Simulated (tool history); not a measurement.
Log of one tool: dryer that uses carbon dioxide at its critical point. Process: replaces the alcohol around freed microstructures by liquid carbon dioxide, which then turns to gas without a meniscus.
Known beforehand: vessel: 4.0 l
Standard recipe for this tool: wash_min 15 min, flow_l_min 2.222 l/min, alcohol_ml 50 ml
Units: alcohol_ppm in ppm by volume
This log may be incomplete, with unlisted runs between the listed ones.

run	hour	wash_min	flow_l_min	alcohol_ml	alcohol_ppm
1	0	15	2.222	50	105
2	11.2	15	2.222	50	100
3	32.6	15	2.222	50	111
4	53.2	15	2.222	50	97
5	69.3	15	2.222	50	120
6	80	15	2.89	50	81
# hour 99.6: inlet filter changed
7	103.3	23	2.222	50	78
8	119.3	23	2.222	50	82
9	131	23	2.222	50	77
10	152.8	15	2.222	50	93
11	174.6	15	3.37	50	75
12	185.8	9	2.222	50	338
13	203.6	15	2.222	23	90
14	218.1	19	2.69	50	80
15	239.2	19	2.69	83	88
16	257.2	19	2.69	83	94
17	270	19	2.69	83	91
18	290.5	13	3.21	75	92
19	307.9	13	3.21	75	100
20	319.3	12	2.07	50	213
21	330.7	12	2.07	50	219
22	350.6	15	1.72	45	197
23	368.1	15	2	28	128
24	383.2	10	3.28	50	111
25	399.7	10	3.28	50	121
26	420.7	13	3.38	38	105

3 ways to go on from here, each from the tool as it stands after run 26. What would each give?
A	441.6	13	2.99	60	?
B	441.6	15	3.13	39	?
C	441.6	17	1.99	87	?

run	alcohol_ppm
A	99
B	105
C	131
Stripped of hidden state, with their random variation kept, the same runs would have yielded:
run	alcohol_ppm
A	0
B	10
C	20

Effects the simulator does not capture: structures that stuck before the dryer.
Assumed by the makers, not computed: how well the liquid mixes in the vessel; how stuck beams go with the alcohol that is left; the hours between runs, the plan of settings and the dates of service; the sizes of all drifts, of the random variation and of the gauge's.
